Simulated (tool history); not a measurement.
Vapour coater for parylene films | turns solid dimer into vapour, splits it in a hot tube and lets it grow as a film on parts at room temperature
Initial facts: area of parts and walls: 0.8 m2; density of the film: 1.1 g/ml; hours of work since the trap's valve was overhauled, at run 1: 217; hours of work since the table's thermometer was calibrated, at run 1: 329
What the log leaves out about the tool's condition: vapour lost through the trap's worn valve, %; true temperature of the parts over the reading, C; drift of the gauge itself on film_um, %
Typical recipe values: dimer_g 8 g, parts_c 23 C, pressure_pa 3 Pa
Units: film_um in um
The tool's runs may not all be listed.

run,day,dimer_g,parts_c,pressure_pa,hours of work since the trap's valve was overhauled,hours of work since the table's thermometer was calibrated,film_um
1,0,8,23,3,217,329,6.85
2,0.938,8,23,3,227,339,6.88
3,2.138,8,23,3,240,352,6.88
4,2.954,8,23,2.65,249,361,6.95
5,3.612,8,23,2.65,256,368,7.02
6,4.879,8,23,5.63,270,382,6.07
7,5.617,8,23,3,278,390,6.79
8,6.204,8,23,3,284,396,6.84
9,6.858,8,16,3,291,403,8.01
10,7.525,8,16,3,298,410,8.05
11,8.246,8,16,3.73,306,418,7.7
12,9.271,4,23,3,317,429,3.43
13,9.988,4,23,3,325,437,3.37
14,11.238,8,22,3,338,450,6.83
15,12.512,8,23,3.52,352,464,6.57
16,13.225,6,23,3.52,360,472,4.86
17,13.808,6,23,3.52,366,478,4.9
18,14.346,6,15,3.52,372,484,5.86
19,15.467,6,15,3.52,384,496,5.96
20,16.533,6,32,3.52,395,507,3.84
21,17.825,8,23,3,409,521,6.67
22,18.767,8,23,3,419,531,6.63
23,19.312,8,23,3,425,537,6.67
24,20.471,8,16,3,438,550,7.86
25,21.512,8,16,3,449,561,7.78
26,22.175,4,16,2.82,456,568,3.9
# day 22.454: trap's valve overhauled
27,23.458,4,16,2.82,11,580,4.3
28,24.375,4,16,2.82,21,590,4.31
29,25.475,8,23,2.41,33,602,7.52

Forecast run 30:
30,26.138,8,23,2.41,40,609,?

{"run 30": {"film_um": 7.49}}
With no hidden state in the tool, this same run would have given film_um 7.45 um.

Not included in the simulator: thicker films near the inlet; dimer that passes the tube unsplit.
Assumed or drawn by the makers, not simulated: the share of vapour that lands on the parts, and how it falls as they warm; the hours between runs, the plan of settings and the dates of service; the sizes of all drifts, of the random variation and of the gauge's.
